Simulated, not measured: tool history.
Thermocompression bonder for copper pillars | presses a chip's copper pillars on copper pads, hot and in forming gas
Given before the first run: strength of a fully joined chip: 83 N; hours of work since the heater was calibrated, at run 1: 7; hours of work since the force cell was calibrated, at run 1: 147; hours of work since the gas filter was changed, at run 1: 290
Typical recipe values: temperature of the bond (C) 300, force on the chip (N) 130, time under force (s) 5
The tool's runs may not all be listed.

run	hour	temperature of the bond (C)	force on the chip (N)	time under force (s)	hours of work since the heater was calibrated	hours of work since the force cell was calibrated	hours of work since the gas filter was changed	force that shears a chip off (N)
1	0.0	300	130	5	7	147	290	30.4
2	16.3	300	130	5	18	158	301	30.0
3	35.9	300	130	5	31	172	314	30.9
4	45.7	300	130	5	38	178	320	30.6
5	62.7	300	130	5	49	190	332	30.1
6	73.0	300	130	5	56	196	339	30.1
7	89.3	300	130	4	67	207	350	27.6
8	104.1	280	130	5	77	217	360	21.1
9	119.3	280	130	5	87	228	370	21.3
10	132.6	323	130	5	96	237	379	38.7
11	147.2	300	123	5	106	246	389	27.8
12	156.8	300	123	5	112	253	395	27.6
13	171.0	279	130	5	122	262	405	22.2
14	180.3	279	130	5	128	269	411	22.1
# hour 187.6: forming gas filter changed
15	190.3	328	82	11	135	275	2	35.5
16	205.3	328	82	11	145	285	12	34.7
17	214.7	328	82	11	151	291	18	35.0
18	228.4	273	98	5	160	301	27	14.5
19	238.5	301	130	3	167	307	34	25.0
20	248.6	302	130	5	174	314	41	32.1
21	260.9	302	102	3	182	323	49	18.9
22	273.6	302	102	3	191	331	58	19.0
23	285.4	302	102	3	199	339	66	18.7

Predict each of these 4 candidate next runs independently; none follows another, all start after run 23:
A	294.0	302	102	10	204	345	72	?
B	294.0	300	130	10	204	345	72	?
C	294.0	300	84	5	204	345	72	?
D	294.0	303	102	3	204	345	72	?

run	force that shears a chip off (N)
A	31.1
B	38.5
C	18.0
D	19.0
Take away the tool's hidden state, keep each run's random variation, and the runs would have read:
run	force that shears a chip off (N)
A	33.6
B	41.4
C	19.6
D	20.7

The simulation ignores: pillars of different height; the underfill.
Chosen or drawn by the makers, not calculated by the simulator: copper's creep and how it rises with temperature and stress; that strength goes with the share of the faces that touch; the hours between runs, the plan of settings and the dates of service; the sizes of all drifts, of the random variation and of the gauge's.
